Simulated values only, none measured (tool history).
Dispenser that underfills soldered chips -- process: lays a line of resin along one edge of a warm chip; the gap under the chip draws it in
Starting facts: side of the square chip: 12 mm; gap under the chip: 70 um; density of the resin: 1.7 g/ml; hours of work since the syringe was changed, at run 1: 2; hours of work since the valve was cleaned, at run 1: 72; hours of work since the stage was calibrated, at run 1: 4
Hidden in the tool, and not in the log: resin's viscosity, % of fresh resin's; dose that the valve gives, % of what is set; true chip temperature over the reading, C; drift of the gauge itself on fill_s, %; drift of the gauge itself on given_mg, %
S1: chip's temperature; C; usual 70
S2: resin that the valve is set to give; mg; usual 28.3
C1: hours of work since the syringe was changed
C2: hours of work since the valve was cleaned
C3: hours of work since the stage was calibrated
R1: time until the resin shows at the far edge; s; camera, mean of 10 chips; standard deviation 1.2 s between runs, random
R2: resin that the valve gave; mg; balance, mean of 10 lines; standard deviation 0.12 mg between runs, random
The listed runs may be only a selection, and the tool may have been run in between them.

run,day,S1,S2,C1,C2,C3,R1,R2
1,0.000,70,28.3,2,72,4,136.9,26.66
2,0.146,70,28.3,4,74,7,169.0,26.58
# day 0.275: new syringe of resin
3,0.412,70,28.3,2,78,10,135.8,26.51
4,0.646,70,28.3,6,81,14,190.8,26.32
# day 0.679: new syringe of resin
5,0.867,70,28.3,3,84,17,147.8,26.24
# day 1.096: new syringe of resin
6,1.096,85,28.3,0,88,20,70.7,26.22
# day 1.375: dispensing valve cleaned and set on the balance
7,1.375,58,29.9,4,0,24,244.4,29.64
# day 1.554: new syringe of resin
8,1.612,58,29.9,1,3,27,185.6,29.94
9,1.825,58,29.9,4,7,30,246.6,29.75
# day 1.975: new syringe of resin
10,2.100,61,31.4,2,10,34,187.0,31.26
11,2.217,70,30.2,4,12,36,156.7,29.66
12,2.354,70,30.2,6,14,38,188.1,29.98

Hidden state or all else? Some run-to-run changes of R1, split into what the settings, what came in and random variation would give without the hidden state, and what is left for the hidden state (with any gauge scatter that isn't in both results):
Run 6 -> 7: S1 85 -> 58, S2 28.3 -> 29.9, dispensing valve cleaned and set on the balance. R1 +173.7 s: hidden state +65.3, all else +108.4.
